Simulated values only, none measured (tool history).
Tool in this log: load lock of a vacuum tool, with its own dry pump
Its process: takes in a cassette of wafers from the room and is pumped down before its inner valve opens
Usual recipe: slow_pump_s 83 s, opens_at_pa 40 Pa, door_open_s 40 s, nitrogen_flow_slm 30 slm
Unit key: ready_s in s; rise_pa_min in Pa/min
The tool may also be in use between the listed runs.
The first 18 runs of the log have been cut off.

run	day	slow_pump_s	opens_at_pa	door_open_s	nitrogen_flow_slm	hours that the pump has run since its overhaul	times that the door has closed on its seal	incoming humidity of the room's air, %	ready_s	rise_pa_min
19	196.917	83	32	40	30	11706	12699	45.8	159.2	0.012
20	207.171	83	32	43	30	11952	13130	44.0	162.3	0.004
21	218.433	135	50	40	13	12223	13604	44.3	194.6	0.020
22	230.354	135	42	40	9	12509	14105	44.8	193.5	0.024
23	237.258	135	42	40	9	12674	14396	44.5	195.6	0.020
24	245.946	98	59	40	30	12883	14761	43.0	163.0	0.008
25	260.783	98	71	136	30	13239	15385	46.0	162.6	0.020
26	268.425	119	40	40	5	13422	15706	43.1	182.5	0.024
27	283.088	74	58	87	19	13774	16323	42.7	146.7	0.021
28	297.900	50	61	29	9	14130	16946	49.3	128.7	0.025
29	310.854	84	62	71	34	14441	17491	43.4	152.8	0.016
30	320.250	75	40	57	10	14666	17886	45.7	151.5	0.023
31	335.583	75	40	57	10	15034	18531	45.0	151.8	0.022
32	349.442	86	38	75	27	15367	19113	47.8	160.8	0.019

Consider 4 possible next runs. They are alternatives, not a sequence: every one starts from the tool as it was left by run 32. What does each give?
A	356.508	54	38	75	17	15536	19411	43.5	?	?
B	356.508	83	38	163	30	15536	19411	43.2	?	?
C	356.508	83	40	40	14	15536	19411	43.9	?	?
D	356.508	83	40	25	7	15536	19411	42.0	?	?

run	ready_s	rise_pa_min
A	139.3	0.023
B	158.9	0.024
C	159.0	0.014
D	159.5	0.014
Had the tool no hidden state, the same runs would have come out as:
run	ready_s	rise_pa_min
A	139.3	0.022
B	158.8	0.023
C	158.9	0.014
D	159.5	0.013
